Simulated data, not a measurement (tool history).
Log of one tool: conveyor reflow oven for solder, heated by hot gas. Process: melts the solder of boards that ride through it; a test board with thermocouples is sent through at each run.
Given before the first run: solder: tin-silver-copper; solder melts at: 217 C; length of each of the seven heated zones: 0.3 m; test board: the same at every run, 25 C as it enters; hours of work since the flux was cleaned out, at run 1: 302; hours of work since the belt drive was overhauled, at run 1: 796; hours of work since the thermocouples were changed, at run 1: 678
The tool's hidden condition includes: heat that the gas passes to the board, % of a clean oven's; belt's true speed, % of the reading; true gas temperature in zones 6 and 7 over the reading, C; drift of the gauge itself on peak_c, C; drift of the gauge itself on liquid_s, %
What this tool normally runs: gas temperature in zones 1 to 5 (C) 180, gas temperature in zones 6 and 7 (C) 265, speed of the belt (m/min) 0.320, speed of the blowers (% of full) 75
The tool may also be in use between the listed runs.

run	hour	gas temperature in zones 1 to 5 (C)	gas temperature in zones 6 and 7 (C)	speed of the belt (m/min)	speed of the blowers (% of full)	hours of work since the flux was cleaned out	hours of work since the belt drive was overhauled	hours of work since the thermocouples were changed	highest temperature of the board (C)	time above the solder's melting point (s)
1	0.0	180	265	0.320	75	302	796	678	255.5	93.7
2	39.9	185	265	0.320	75	321	815	697	256.3	97.4
3	62.2	180	265	0.320	87	331	825	708	258.0	96.8
4	104.8	180	265	0.320	87	352	845	728	257.9	96.5
# hour 115.3: flux residue cleaned out of gas plates and filters
5	145.7	180	265	0.320	87	14	863	745	259.0	98.5
6	190.5	180	265	0.320	87	36	884	766	259.3	98.1
7	217.1	180	265	0.320	87	48	897	779	259.4	98.1
8	249.1	180	265	0.303	75	64	912	794	258.1	102.6
9	287.6	180	265	0.303	75	82	930	813	258.1	102.5
10	312.4	180	265	0.320	75	94	942	825	256.7	95.0
# hour 318.8: belt drive overhauled, speed set with a stopwatch
11	345.0	180	265	0.318	75	108	13	838	256.2	92.9
12	386.2	182	265	0.318	75	127	32	858	256.6	94.6
13	405.1	188	256	0.347	50	136	41	867	239.5	66.0
14	446.8	192	265	0.263	55	156	61	887	257.3	122.3
15	479.9	192	265	0.263	55	172	77	903	257.6	122.7
16	499.0	166	265	0.293	61	181	86	912	252.6	88.4

Run 17 is up next; what results do you expect?
17	538.8	166	269	0.299	61	200	105	931	?	?

{"run 17": {"highest temperature of the board (C)": 255.4, "time above the solder's melting point (s)": 89.8}}
Had the tool carried no hidden state, the very same run would have given highest temperature of the board (C) 252.9, time above the solder's melting point (s) 87.0.
